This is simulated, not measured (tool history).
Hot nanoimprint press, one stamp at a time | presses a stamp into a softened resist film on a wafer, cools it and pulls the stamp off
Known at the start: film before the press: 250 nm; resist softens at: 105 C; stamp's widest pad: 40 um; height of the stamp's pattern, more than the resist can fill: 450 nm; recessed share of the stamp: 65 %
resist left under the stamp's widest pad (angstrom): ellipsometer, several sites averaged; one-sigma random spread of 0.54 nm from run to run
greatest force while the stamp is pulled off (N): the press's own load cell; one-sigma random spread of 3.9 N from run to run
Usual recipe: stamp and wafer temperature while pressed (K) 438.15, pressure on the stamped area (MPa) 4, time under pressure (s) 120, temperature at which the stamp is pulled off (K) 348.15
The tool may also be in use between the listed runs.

run	day	stamp and wafer temperature while pressed (K)	pressure on the stamped area (MPa)	time under pressure (s)	temperature at which the stamp is pulled off (K)	resist left under the stamp's widest pad (angstrom)	greatest force while the stamp is pulled off (N)
1	0	438.15	4	120	348.15	1334	193
2	0.354	437.15	4	120	348.15	1385	198
3	0.729	437.15	4	120	348.15	1378	193
4	1.229	437.15	4	225	348.15	1091	203
5	1.8	437.15	4	225	348.15	1093	197
6	2.088	437.15	4	225	348.15	1084	199
7	2.658	437.15	4	225	348.15	1079	193
8	3.154	438.15	4	120	348.15	1334	189
9	3.688	438.15	4	120	348.15	1322	190
10	4.167	438.15	4	120	348.15	1325	198
11	4.471	438.15	4	120	348.15	1333	193
12	4.796	438.15	4	120	348.15	1332	194
13	5.296	438.15	4	120	348.15	1327	196
14	5.704	438.15	4	120	348.15	1320	198
15	6.204	438.15	4	120	348.15	1317	197
16	6.467	438.15	4	120	348.15	1327	199
17	6.725	438.15	4	120	348.15	1327	206
18	7.096	443.15	5.74	159	334.15	821	273
19	7.446	447.15	4.92	229	338.15	612	254
20	7.95	436.15	3.72	229	338.15	1162	244
21	8.55	438.15	2.79	183	347.15	1302	203
22	9.021	438.15	2.79	183	347.15	1298	198
23	9.425	438.15	2.79	183	347.15	1293	204
24	9.7	436.15	4.95	120	349.15	1332	194
25	9.996	437.15	5.55	120	348.15	1220	198
26	10.525	430.15	4	235	337.15	1458	254
27	11.092	438.15	4.92	120	335.15	1223	264
28	11.392	427.15	2.55	86	348.15	2183	196
29	11.983	427.15	2.55	86	348.15	2200	204
30	12.321	436.15	2.62	105	337.15	1692	255

Some steps in greatest force while the stamp is pulled off (N) between neighbouring runs. How much of each would the tool show without its hidden state too (settings, what came in, random variation), and how much is left for the hidden state, with any gauge scatter that isn't in both results?
Hidden state present: true temperature over the reading, C; pressure that arrives at the usual setting, %; grip of the stamp's worn release coat, % over a new coat's; drift of the gauge itself on residual_nm, %; drift of the gauge itself on pull_off_n, %.
Run 5 -> 6: no setting touched and nothing written in the log between the runs. greatest force while the stamp is pulled off (N) +2: hidden state +1, all else +1.
Run 6 -> 7: no setting touched and nothing written in the log between the runs. greatest force while the stamp is pulled off (N) -6: hidden state -1, all else -5.
Run 17 -> 18: stamp and wafer temperature while pressed (K) 438.15 -> 443.15, pressure on the stamped area (MPa) 4 -> 5.74, time under pressure (s) 120 -> 159, temperature at which the stamp is pulled off (K) 348.15 -> 334.15. greatest force while the stamp is pulled off (N) +67: hidden state +2, all else +65.
Run 25 -> 26: stamp and wafer temperature while pressed (K) 437.15 -> 430.15, pressure on the stamped area (MPa) 5.55 -> 4, time under pressure (s) 120 -> 235, temperature at which the stamp is pulled off (K) 348.15 -> 337.15. greatest force while the stamp is pulled off (N) +56: hidden state +1, all else +55.
Run 27 -> 28: stamp and wafer temperature while pressed (K) 438.15 -> 427.15, pressure on the stamped area (MPa) 4.92 -> 2.55, time under pressure (s) 120 -> 86, temperature at which the stamp is pulled off (K) 335.15 -> 348.15. greatest force while the stamp is pulled off (N) -68: hidden state -1, all else -67.

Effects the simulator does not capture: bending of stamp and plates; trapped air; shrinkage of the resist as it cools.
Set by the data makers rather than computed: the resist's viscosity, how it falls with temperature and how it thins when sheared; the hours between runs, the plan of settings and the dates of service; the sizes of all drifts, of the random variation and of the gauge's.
